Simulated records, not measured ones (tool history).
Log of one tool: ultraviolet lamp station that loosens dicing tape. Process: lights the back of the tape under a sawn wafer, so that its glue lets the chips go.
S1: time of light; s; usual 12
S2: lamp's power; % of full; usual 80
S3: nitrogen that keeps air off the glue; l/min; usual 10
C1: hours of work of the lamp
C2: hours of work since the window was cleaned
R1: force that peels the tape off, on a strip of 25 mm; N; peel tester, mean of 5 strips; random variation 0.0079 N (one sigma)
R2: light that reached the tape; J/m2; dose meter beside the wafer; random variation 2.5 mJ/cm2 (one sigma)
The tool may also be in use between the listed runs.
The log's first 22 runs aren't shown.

Run 23, day 8.421: usual settings but S1 9 s; C1 316; C2 127. Result: R1 0.889 N, R2 1830 J/m2.
Run 24, day 8.629: usual settings but S2 79 % of full, S3 11 l/min; C1 318; C2 130. Result: R1 0.448 N, R2 2440 J/m2.
Run 25, day 9.083: usual settings but S2 79 % of full, S3 11 l/min; C1 324; C2 136. Result: R1 0.449 N, R2 2500 J/m2.
Run 26, day 9.412: usual settings but S1 11 s, S2 69 % of full, S3 7 l/min; C1 328; C2 140. Result: R1 1.006 N, R2 1940 J/m2.
Run 27, day 9.742: usual settings but S2 66 % of full, S3 17 l/min; C1 333; C2 144. Result: R1 0.502 N, R2 2020 J/m2.
Run 28, day 10.033: usual settings but S1 18 s, S2 86 % of full, S3 14 l/min; C1 336; C2 148. Result: R1 0.117 N, R2 3930 J/m2.
Run 29, day 10.396: usual settings but S1 11 s, S2 98 % of full, S3 4 l/min; C1 341; C2 153. Result: R1 0.807 N, R2 2710 J/m2.
Run 30, day 10.712: usual settings but S1 11 s, S2 86 % of full, S3 4 l/min; C1 345; C2 157. Result: R1 1.049 N, R2 2410 J/m2.
Run 31, day 11.079: usual settings but S1 11 s, S2 86 % of full, S3 4 l/min; C1 350; C2 162. Result: R1 1.046 N, R2 2440 J/m2.
Run 32, day 11.533: usual settings but S2 69 % of full, S3 5 l/min; C1 356; C2 167. Result: R1 1.11 N, R2 2080 J/m2.
Run 33, day 11.833: usual settings but S1 7 s; C1 360; C2 171. Result: R1 1.437 N, R2 1410 J/m2.
Run 34, day 12.3: usual settings but S1 10 s; C1 366; C2 177. Result: R1 0.728 N, R2 2020 J/m2.
Run 35, day 12.758: usual settings but S2 66 % of full; C1 372; C2 183. Result: R1 0.762 N, R2 1990 J/m2.
Run 36, day 13.15: usual settings but S1 13 s, S2 93 % of full; C1 377; C2 188. Result: R1 0.289 N, R2 3070 J/m2.
Run 37, day 13.421: usual settings but S1 18 s, S2 77 % of full; C1 380; C2 192. Result: R1 0.193 N, R2 3400 J/m2.
Run 38, day 13.829: usual settings but S2 94 % of full, S3 4 l/min; C1 385; C2 197. Result: R1 0.78 N, R2 2790 J/m2.
Run 39, day 14.112: usual settings but S1 16 s, S2 71 % of full, S3 7 l/min; C1 389; C2 201. Result: R1 0.473 N, R2 2850 J/m2.
Run 40, day 14.504: usual settings but S1 18 s, S2 91 % of full, S3 6 l/min; C1 394; C2 206. Result: R1 0.212 N, R2 4040 J/m2.
Run 41, day 14.975: usual settings but S1 18 s, S2 91 % of full, S3 9 l/min; C1 400; C2 212. Result: R1 0.148 N, R2 4050 J/m2.
Run 42, day 15.412: usual settings but S1 10 s, S3 13 l/min; C1 406; C2 217. Result: R1 0.628 N, R2 1970 J/m2.

The next listed run, before its measurement:
Run 43, day 15.683: usual settings but S1 22 s, S3 13 l/min; C1 409; C2 221. Result: R1 ?, R2 ?.

R1: 0.097 N
R2: 4290 J/m2
Without the tool's hidden state the same run would have given R1 0.076 N, R2 5350 J/m2.
